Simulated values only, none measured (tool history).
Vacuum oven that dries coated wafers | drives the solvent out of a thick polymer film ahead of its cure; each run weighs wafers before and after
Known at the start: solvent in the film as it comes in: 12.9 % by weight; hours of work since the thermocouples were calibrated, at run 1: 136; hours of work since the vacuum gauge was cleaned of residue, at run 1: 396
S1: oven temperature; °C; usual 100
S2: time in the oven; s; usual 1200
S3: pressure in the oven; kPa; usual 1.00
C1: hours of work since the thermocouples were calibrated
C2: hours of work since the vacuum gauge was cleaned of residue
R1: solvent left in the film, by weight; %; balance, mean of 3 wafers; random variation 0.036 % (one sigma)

{"run": 1, "hour": 0.0, "S1": 100, "S2": 1200, "S3": 1.0, "C1": 136, "C2": 396, "R1": 3.12}
{"run": 2, "hour": 22.2, "S1": 100, "S2": 1200, "S3": 1.0, "C1": 152, "C2": 411, "R1": 3.14}
{"run": 3, "hour": 42.9, "S1": 100, "S2": 1200, "S3": 1.0, "C1": 166, "C2": 426, "R1": 3.16}
{"run": 4, "hour": 56.5, "S1": 100, "S2": 1200, "S3": 1.0, "C1": 176, "C2": 435, "R1": 3.2}
{"run": 5, "hour": 77.2, "S1": 100, "S2": 600, "S3": 1.0, "C1": 190, "C2": 450, "R1": 5.59}
{"run": 6, "hour": 90.4, "S1": 100, "S2": 600, "S3": 1.0, "C1": 199, "C2": 459, "R1": 5.75}
{"run": 7, "hour": 107.4, "S1": 100, "S2": 600, "S3": 1.0, "C1": 211, "C2": 471, "R1": 5.64}
{"run": 8, "hour": 129.6, "S1": 100, "S2": 1200, "S3": 3.6, "C1": 227, "C2": 487, "R1": 4.53}
{"run": 9, "hour": 146.7, "S1": 100, "S2": 1200, "S3": 3.6, "C1": 239, "C2": 499, "R1": 4.58}
{"run": 10, "hour": 162.2, "S1": 100, "S2": 1200, "S3": 1.35, "C1": 250, "C2": 510, "R1": 3.36}
{"run": 11, "hour": 179.5, "S1": 100, "S2": 1200, "S3": 1.35, "C1": 262, "C2": 522, "R1": 3.34}
{"run": 12, "hour": 188.5, "S1": 100, "S2": 1200, "S3": 0.66, "C1": 268, "C2": 528, "R1": 3.01}
{"run": 13, "hour": 208.5, "S1": 100, "S2": 1200, "S3": 1.0, "C1": 282, "C2": 542, "R1": 3.17}
{"run": 14, "hour": 229.7, "S1": 100, "S2": 1200, "S3": 1.0, "C1": 297, "C2": 557, "R1": 3.18}
{"run": 15, "hour": 238.7, "S1": 87, "S2": 1200, "S3": 1.0, "C1": 304, "C2": 563, "R1": 6.68}
{"run": 16, "hour": 260.6, "S1": 100, "S2": 1200, "S3": 1.47, "C1": 319, "C2": 578, "R1": 3.51}
{"run": 17, "hour": 269.8, "S1": 100, "S2": 1200, "S3": 1.47, "C1": 325, "C2": 585, "R1": 3.41}
{"run": 18, "hour": 283.0, "S1": 100, "S2": 1200, "S3": 1.47, "C1": 335, "C2": 594, "R1": 3.46}
{"run": 19, "hour": 299.2, "S1": 100, "S2": 1200, "S3": 1.45, "C1": 346, "C2": 606, "R1": 3.47}
{"run": 20, "hour": 318.2, "S1": 100, "S2": 1380, "S3": 1.27, "C1": 359, "C2": 619, "R1": 2.83}
{"run": 21, "hour": 333.7, "S1": 101, "S2": 1800, "S3": 0.73, "C1": 370, "C2": 630, "R1": 1.57}
{"run": 22, "hour": 346.9, "S1": 112, "S2": 1020, "S3": 1.0, "C1": 379, "C2": 639, "R1": 1.14}
{"run": 23, "hour": 368.2, "S1": 112, "S2": 1020, "S3": 1.0, "C1": 394, "C2": 654, "R1": 1.12}
{"run": 24, "hour": 385.6, "S1": 112, "S2": 1020, "S3": 1.0, "C1": 406, "C2": 666, "R1": 1.18}
{"run": 25, "hour": 398.8, "S1": 112, "S2": 1020, "S3": 1.0, "C1": 416, "C2": 675, "R1": 1.18}
{"run": 26, "hour": 411.5, "S1": 100, "S2": 1140, "S3": 1.42, "C1": 425, "C2": 684, "R1": 3.54}
{"run": 27, "hour": 426.6, "S1": 100, "S2": 780, "S3": 0.56, "C1": 435, "C2": 695, "R1": 4.55}
{"run": 28, "hour": 447.2, "S1": 100, "S2": 780, "S3": 1.06, "C1": 450, "C2": 709, "R1": 4.71}
{"run": 29, "hour": 461.2, "S1": 95, "S2": 1200, "S3": 0.8, "C1": 460, "C2": 719, "R1": 4.41}
{"run": 30, "hour": 483.0, "S1": 95, "S2": 1740, "S3": 2.67, "C1": 475, "C2": 734, "R1": 4.28}
{"run": 31, "hour": 499.2, "S1": 95, "S2": 1680, "S3": 1.35, "C1": 486, "C2": 746, "R1": 3.57}
{"run": 32, "hour": 508.2, "S1": 112, "S2": 1320, "S3": 1.0, "C1": 492, "C2": 752, "R1": 0.75}
{"run": 33, "hour": 528.3, "S1": 100, "S2": 600, "S3": 1.39, "C1": 507, "C2": 766, "R1": 5.76}
{"run": 34, "hour": 539.4, "S1": 100, "S2": 600, "S3": 1.39, "C1": 514, "C2": 774, "R1": 5.81}
{"run": 35, "hour": 559.0, "S1": 96, "S2": 960, "S3": 1.4, "C1": 528, "C2": 788, "R1": 5.28}
{"run": 36, "hour": 573.9, "S1": 96, "S2": 960, "S3": 2.89, "C1": 539, "C2": 798, "R1": 6.06}

5 ways to go on from here, each from the tool as it stands after run 36. What would each give?
{"run": "A", "hour": 594.1, "S1": 96, "S2": 960, "S3": 0.74, "C1": 553, "C2": 812, "R1": "?"}
{"run": "B", "hour": 594.1, "S1": 100, "S2": 900, "S3": 0.66, "C1": 553, "C2": 812, "R1": "?"}
{"run": "C", "hour": 594.1, "S1": 100, "S2": 1080, "S3": 0.81, "C1": 553, "C2": 812, "R1": "?"}
{"run": "D", "hour": 594.1, "S1": 88, "S2": 2040, "S3": 2.89, "C1": 553, "C2": 812, "R1": "?"}
{"run": "E", "hour": 594.1, "S1": 105, "S2": 780, "S3": 2.89, "C1": 553, "C2": 812, "R1": "?"}

run=A R1=4.91
run=B R1=4.05
run=C R1=3.43
run=D R1=6.04
run=E R1=4.19
Without the tool's hidden state the same runs would have given:
run=A R1=4.90
run=B R1=4.04
run=C R1=3.42
run=D R1=6.03
run=E R1=4.18
